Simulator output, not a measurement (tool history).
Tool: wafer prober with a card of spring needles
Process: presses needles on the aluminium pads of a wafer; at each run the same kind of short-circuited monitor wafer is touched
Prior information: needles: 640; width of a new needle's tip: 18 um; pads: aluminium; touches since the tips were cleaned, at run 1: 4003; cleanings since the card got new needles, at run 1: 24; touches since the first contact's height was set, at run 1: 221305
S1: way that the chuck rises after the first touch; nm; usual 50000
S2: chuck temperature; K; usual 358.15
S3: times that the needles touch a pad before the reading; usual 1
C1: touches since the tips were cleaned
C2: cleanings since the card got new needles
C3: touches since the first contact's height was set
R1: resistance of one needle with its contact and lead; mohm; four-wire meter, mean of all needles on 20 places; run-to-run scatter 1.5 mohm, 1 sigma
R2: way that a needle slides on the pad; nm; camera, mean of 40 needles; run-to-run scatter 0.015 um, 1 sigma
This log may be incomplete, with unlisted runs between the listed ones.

| run | hour | S1 | S2 | S3 | C1 | C2 | C3 | R1 | R2 |
|---|---|---|---|---|---|---|---|---|---|
| 1 | 0 | 50000 | 358.15 | 1 | 4003 | 24 | 221305 | 134 | 8840 |
|  | 7.4 | tips cleaned on abrasive film |
| 2 | 8.6 | 50000 | 358.15 | 1 | 683 | 25 | 225959 | 132 | 8850 |
| 3 | 20.7 | 50000 | 358.15 | 1 | 7286 | 25 | 232562 | 134 | 8810 |
|  | 22.2 | tips cleaned on abrasive film |
| 4 | 31.7 | 41000 | 358.15 | 1 | 5186 | 26 | 238547 | 138 | 7250 |
|  | 38.1 | tips cleaned on abrasive film |
| 5 | 50.1 | 41000 | 358.15 | 1 | 6554 | 27 | 248514 | 139 | 7240 |
|  | 51.9 | height of the first contact set anew |
|  | 53.4 | tips cleaned on abrasive film |
| 6 | 62.9 | 50000 | 358.15 | 2 | 5206 | 28 | 5942 | 134 | 8820 |
|  | 67.9 | tips cleaned on abrasive film |
| 7 | 79.4 | 50000 | 358.15 | 2 | 6269 | 29 | 14896 | 137 | 8800 |
|  | 82.9 | tips cleaned on abrasive film |
|  | 97.6 | tips cleaned on abrasive film |
| 8 | 97.6 | 50000 | 358.15 | 1 | 0 | 31 | 24745 | 133 | 8850 |
| 9 | 107.7 | 50000 | 358.15 | 1 | 5510 | 31 | 30255 | 136 | 8850 |
|  | 111.9 | tips cleaned on abrasive film |
| 10 | 120.2 | 50000 | 358.15 | 1 | 4519 | 32 | 37050 | 133 | 8820 |
|  | 126.3 | tips cleaned on abrasive film |
| 11 | 131.3 | 50000 | 358.15 | 1 | 2709 | 33 | 43051 | 131 | 8830 |
|  | 140.7 | tips cleaned on abrasive film |
| 12 | 142.6 | 50000 | 358.15 | 1 | 1022 | 34 | 49180 | 133 | 8850 |
| 13 | 151 | 50000 | 358.15 | 1 | 5643 | 34 | 53801 | 130 | 8880 |
|  | 155.1 | tips cleaned on abrasive film |
| 14 | 158.8 | 68000 | 364.15 | 2 | 2050 | 35 | 58025 | 125 | 11980 |
|  | 169.5 | tips cleaned on abrasive film |
| 15 | 177.5 | 50000 | 353.15 | 2 | 4338 | 36 | 68152 | 133 | 8860 |
|  | 184.6 | tips cleaned on abrasive film |
| 16 | 186 | 70000 | 352.15 | 1 | 766 | 37 | 72776 | 125 | 12380 |
|  | 199.3 | tips cleaned on abrasive film |
| 17 | 204.9 | 40000 | 395.15 | 1 | 3036 | 38 | 83033 | 147 | 7050 |
|  | 213.9 | tips cleaned on abrasive film |
| 18 | 215.6 | 54000 | 395.15 | 3 | 955 | 39 | 88870 | 137 | 9520 |
| 19 | 224.3 | 34000 | 358.15 | 2 | 5683 | 39 | 93598 | 144 | 6010 |
|  | 228.1 | tips cleaned on abrasive film |
| 20 | 238.3 | 34000 | 358.15 | 2 | 5611 | 40 | 101221 | 144 | 6000 |

What will run 21 give?
|  | 243.1 | tips cleaned on abrasive film |
| 21 | 256.9 | 34000 | 358.15 | 2 | 7538 | 41 | 111319 | ? | ? |

{"run 21": {"R1": 144, "R2": 6020}}
Take away the tool's hidden state, keep the run-to-run variation as it was, and the same run would have given R1 144 mohm, R2 6020 nm.
